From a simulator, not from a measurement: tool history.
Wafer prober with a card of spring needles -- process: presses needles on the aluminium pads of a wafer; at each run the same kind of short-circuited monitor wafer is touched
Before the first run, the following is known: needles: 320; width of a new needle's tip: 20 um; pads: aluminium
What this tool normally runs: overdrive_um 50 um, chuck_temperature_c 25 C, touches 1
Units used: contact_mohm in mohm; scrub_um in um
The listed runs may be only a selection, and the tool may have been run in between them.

run 1 hour=0.0 | overdrive_um=50 chuck_temperature_c=25 touches=1 | contact_mohm=522 scrub_um=9.44
-- hour=11.5 tips cleaned on abrasive film
-- hour=23.0 tips cleaned on abrasive film
-- hour=34.5 tips cleaned on abrasive film
-- hour=48.9 tips cleaned on abrasive film
-- hour=60.4 tips cleaned on abrasive film
run 2 hour=66.8 | overdrive_um=50 chuck_temperature_c=25 touches=1 | contact_mohm=948 scrub_um=9.44
-- hour=72.6 tips cleaned on abrasive film
-- hour=84.1 tips cleaned on abrasive film
-- hour=98.4 tips cleaned on abrasive film
-- hour=109.9 tips cleaned on abrasive film
run 3 hour=114.6 | overdrive_um=50 chuck_temperature_c=25 touches=1 | contact_mohm=848 scrub_um=9.43
-- hour=123.2 tips cleaned on abrasive film
-- hour=137.6 tips cleaned on abrasive film
-- hour=149.1 tips cleaned on abrasive film
-- hour=163.4 tips cleaned on abrasive film
-- hour=177.8 tips cleaned on abrasive film
-- hour=189.3 tips cleaned on abrasive film
run 4 hour=190.2 | overdrive_um=50 chuck_temperature_c=25 touches=1 | contact_mohm=553 scrub_um=9.17
-- hour=201.7 tips cleaned on abrasive film
-- hour=216.0 tips cleaned on abrasive film
-- hour=230.4 tips cleaned on abrasive film
-- hour=241.9 tips cleaned on abrasive film
-- hour=253.4 tips cleaned on abrasive film
-- hour=267.7 tips cleaned on abrasive film
run 5 hour=268.4 | overdrive_um=50 chuck_temperature_c=25 touches=1 | contact_mohm=507 scrub_um=9.10
-- hour=279.9 tips cleaned on abrasive film
-- hour=291.4 tips cleaned on abrasive film
-- hour=305.8 tips cleaned on abrasive film
-- hour=317.3 tips cleaned on abrasive film
run 6 hour=318.0 | overdrive_um=50 chuck_temperature_c=25 touches=1 | contact_mohm=500 scrub_um=8.95
-- hour=329.5 tips cleaned on abrasive film
-- hour=343.9 tips cleaned on abrasive film
-- hour=355.4 tips cleaned on abrasive film
-- hour=369.7 tips cleaned on abrasive film
-- hour=370.0 height of the first contact set anew
-- hour=381.5 tips cleaned on abrasive film
-- hour=395.9 tips cleaned on abrasive film
run 7 hour=406.1 | overdrive_um=50 chuck_temperature_c=25 touches=1 | contact_mohm=1004 scrub_um=9.51
-- hour=409.1 tips cleaned on abrasive film
-- hour=423.4 tips cleaned on abrasive film
-- hour=437.8 tips cleaned on abrasive film
-- hour=452.1 tips cleaned on abrasive film
run 8 hour=455.0 | overdrive_um=41 chuck_temperature_c=25 touches=1 | contact_mohm=1160 scrub_um=7.76
-- hour=463.7 tips cleaned on abrasive film, once more
-- hour=475.2 tips cleaned on abrasive film
-- hour=489.5 tips cleaned on abrasive film
run 9 hour=496.0 | overdrive_um=50 chuck_temperature_c=25 touches=1 | contact_mohm=1010 scrub_um=9.18
-- hour=501.8 tips cleaned on abrasive film
-- hour=516.2 tips cleaned on abrasive film
-- hour=527.7 tips cleaned on abrasive film
-- hour=542.0 tips cleaned on abrasive film
-- hour=556.4 tips cleaned on abrasive film
-- hour=570.7 tips cleaned on abrasive film
-- hour=585.1 tips cleaned on abrasive film
run 10 hour=587.3 | overdrive_um=50 chuck_temperature_c=25 touches=1 | contact_mohm=759 scrub_um=9.19
-- hour=598.8 tips cleaned on abrasive film
-- hour=613.1 tips cleaned on abrasive film
-- hour=627.5 tips cleaned on abrasive film
-- hour=641.8 tips cleaned on abrasive film
-- hour=653.3 tips cleaned on abrasive film
run 11 hour=654.7 | overdrive_um=50 chuck_temperature_c=25 touches=1 | contact_mohm=663 scrub_um=9.15
-- hour=666.2 tips cleaned on abrasive film
-- hour=677.7 tips cleaned on abrasive film
-- hour=692.1 tips cleaned on abrasive film
-- hour=706.4 tips cleaned on abrasive film
run 12 hour=712.6 | overdrive_um=50 chuck_temperature_c=95 touches=1 | contact_mohm=1003 scrub_um=8.99
-- hour=718.4 tips cleaned on abrasive film
-- hour=732.8 tips cleaned on abrasive film
-- hour=744.3 tips cleaned on abrasive film
-- hour=747.4 height of the first contact set anew
-- hour=756.1 tips cleaned on abrasive film
run 13 hour=762.0 | overdrive_um=31 chuck_temperature_c=25 touches=1 | contact_mohm=2156 scrub_um=5.92
-- hour=767.8 tips cleaned on abrasive film
-- hour=782.2 tips cleaned on abrasive film
-- hour=796.5 tips cleaned on abrasive film
-- hour=810.9 tips cleaned on abrasive film
-- hour=825.2 tips cleaned on abrasive film
-- hour=836.7 tips cleaned on abrasive film
run 14 hour=838.5 | overdrive_um=46 chuck_temperature_c=58 touches=2 | contact_mohm=566 scrub_um=8.54

Run 15 has not been measured yet. What should we expect?
-- hour=850.0 tips cleaned on abrasive film
-- hour=864.4 tips cleaned on abrasive film
-- hour=878.7 tips cleaned on abrasive film
-- hour=890.2 tips cleaned on abrasive film
run 15 hour=898.2 | overdrive_um=46 chuck_temperature_c=58 touches=2 | contact_mohm=? scrub_um=?

For run 15 the tool returned contact_mohm 840 mohm, scrub_um 8.37 um.
The same run, on a tool lacking any hidden state, would have yielded contact_mohm 265 mohm, scrub_um 8.60 um.
